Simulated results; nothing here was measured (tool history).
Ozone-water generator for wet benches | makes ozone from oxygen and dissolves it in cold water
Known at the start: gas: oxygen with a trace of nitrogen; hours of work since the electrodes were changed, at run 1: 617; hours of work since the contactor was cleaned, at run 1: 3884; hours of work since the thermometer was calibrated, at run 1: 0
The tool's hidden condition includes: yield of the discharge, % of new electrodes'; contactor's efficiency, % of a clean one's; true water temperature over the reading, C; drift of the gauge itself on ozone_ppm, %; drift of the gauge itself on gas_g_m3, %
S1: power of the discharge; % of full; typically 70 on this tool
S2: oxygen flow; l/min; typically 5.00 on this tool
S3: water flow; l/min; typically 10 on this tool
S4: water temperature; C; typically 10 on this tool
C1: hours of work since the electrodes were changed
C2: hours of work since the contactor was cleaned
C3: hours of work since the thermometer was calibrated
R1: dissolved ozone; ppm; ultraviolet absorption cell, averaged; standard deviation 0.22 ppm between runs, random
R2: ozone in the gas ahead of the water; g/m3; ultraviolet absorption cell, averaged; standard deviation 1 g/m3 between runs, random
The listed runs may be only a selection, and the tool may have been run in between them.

run	day	S1	S2	S3	S4	C1	C2	C3	R1	R2
1	0.000	70	5.00	10	10	617	3884	0	30.3	173.2
2	8.021	70	5.00	10	10	778	4045	162	29.6	171.1
3	12.917	70	6.65	10	10	877	4144	260	28.2	144.3
# day 14.800: contactor cleaned
4	20.017	70	6.65	10	10	1016	105	400	29.4	142.9
5	28.242	70	5.00	10	10	1182	271	565	30.9	170.0
6	37.517	70	5.00	10	10	1369	458	752	30.2	169.2
7	43.262	70	5.00	10	10	1485	573	868	30.8	169.0
8	50.296	70	5.00	13	10	1626	715	1010	25.8	169.0
9	55.775	70	5.00	13	10	1737	825	1120	25.4	167.1
10	62.754	70	5.00	13	10	1877	966	1261	25.5	165.5
11	71.083	70	5.61	10	10	2045	1134	1429	29.0	154.3
12	76.708	70	5.61	10	10	2158	1247	1542	29.2	153.8
13	85.529	70	5.61	10	10	2336	1425	1719	29.0	154.2
14	91.621	70	5.00	15	10	2459	1547	1842	22.7	165.4
15	96.562	70	5.00	15	10	2558	1647	1942	22.8	162.8
16	101.204	70	5.00	10	10	2652	1740	2035	29.3	163.0
17	109.971	70	5.00	10	10	2828	1917	2212	28.9	163.0
18	118.058	70	5.00	10	10	2991	2080	2375	29.2	162.3
19	125.833	70	5.00	7	10	3148	2237	2531	34.3	160.7
# day 130.633: water thermometer calibrated
20	132.804	51	6.41	10	11	3288	2377	44	21.9	112.8
21	140.450	43	2.79	8	10	3442	2531	198	25.0	163.7
22	146.175	43	2.79	8	10	3557	2646	313	24.8	162.0
23	150.050	95	2.60	10	10	3635	2724	391	35.9	288.2
24	159.075	92	5.00	11	10	3817	2906	573	31.2	188.1
25	167.379	59	8.91	13	10	3984	3073	740	19.2	99.6
26	175.083	55	2.59	8	12	4140	3228	895	28.1	200.2
27	181.962	70	5.00	10	6	4278	3367	1034	29.5	154.3
28	185.712	70	5.00	10	6	4354	3442	1109	29.3	157.5
29	194.675	90	6.03	12	14	4534	3623	1290	26.2	163.0
30	203.233	90	6.03	12	14	4707	3795	1462	25.5	159.7
31	207.704	42	6.06	10	6	4797	3885	1552	20.3	99.5
32	212.675	56	5.00	10	12	4897	3985	1653	22.5	133.6
33	218.492	53	3.66	15	6	5014	4103	1770	18.0	155.5

4 options for the next run, each taken on its own from the tool as it stands now. Forecast them:
# day 222.512: contactor cleaned
A	222.512	47	2.87	10	9	5092	0	1847	?	?
# day 222.512: contactor cleaned
B	222.512	41	5.00	15	14	5092	0	1847	?	?
# day 222.512: contactor cleaned
C	222.512	64	2.59	8	6	5092	0	1847	?	?
# day 222.512: contactor cleaned
D	222.512	95	3.76	8	6	5092	0	1847	?	?

run	R1	R2
A	23.1	165.0
B	14.6	110.5
C	34.3	213.6
D	42.4	216.0
Without the tool's hidden state the same runs would have given:
run	R1	R2
A	25.6	182.6
B	16.0	120.7
C	39.2	243.2
D	50.1	254.9
